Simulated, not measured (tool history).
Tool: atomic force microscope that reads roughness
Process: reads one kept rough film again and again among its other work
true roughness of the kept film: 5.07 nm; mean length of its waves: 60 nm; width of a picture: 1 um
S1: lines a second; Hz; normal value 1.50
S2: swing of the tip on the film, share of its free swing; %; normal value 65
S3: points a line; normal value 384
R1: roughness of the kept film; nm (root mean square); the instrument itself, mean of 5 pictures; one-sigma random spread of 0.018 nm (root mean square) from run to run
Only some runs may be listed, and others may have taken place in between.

run,day,S1,S2,S3,R1
1,0.000,1.50,65,384,4.348
2,1.133,1.50,65,384,4.073
# day 1.967: new tip fitted
3,1.975,1.50,65,384,4.471
4,3.146,1.50,65,384,4.201
5,4.192,1.50,65,384,3.964
# day 4.417: new tip fitted
6,4.954,1.50,65,384,4.359
7,5.996,1.50,65,384,4.081
# day 6.829: new tip fitted
8,6.888,1.50,65,384,4.453
9,8.112,1.50,65,384,4.184
# day 9.242: new tip fitted
10,9.242,1.50,61,384,4.525
11,10.196,1.50,65,384,4.218
12,11.417,1.50,65,384,3.984
# day 11.646: new tip fitted
13,12.221,1.50,84,384,3.827
14,12.925,1.50,84,384,3.698
15,13.558,1.50,84,384,3.596
# day 14.062: new tip fitted
16,14.358,1.50,84,384,3.920
17,15.258,1.50,84,384,3.747
18,15.867,1.50,84,384,3.664
# day 16.500: new tip fitted
19,16.954,1.50,84,384,3.879
20,17.646,0.86,67,454,4.291
21,18.283,0.86,70,368,4.152
22,18.842,0.86,70,368,3.984
# day 18.971: new tip fitted
23,19.412,3.86,65,874,3.956
24,20.158,1.89,65,384,4.102
25,21.200,1.50,65,963,3.956
# day 21.404: new tip fitted
26,22.258,1.50,65,963,4.256
27,23.421,1.50,65,350,3.991
# day 23.796: new tip fitted
28,24.654,1.58,65,433,4.229
29,25.575,2.68,84,330,3.236
# day 26.196: new tip fitted
30,26.221,2.68,84,330,3.516
31,26.854,0.76,65,384,4.465
32,27.700,0.76,65,384,4.213

Consider 3 possible next runs. They are alternatives, not a sequence: every one starts from the tool as it was left by run 32. What does each give?
A,28.400,1.43,63,384,?
B,28.400,2.26,84,471,?
C,28.400,0.76,88,384,?

run,R1
A,4.022
B,3.282
C,3.777
With the hidden condition removed and each run's random variation left untouched, the same runs would have given:
run,R1
A,4.537
B,3.702
C,4.260
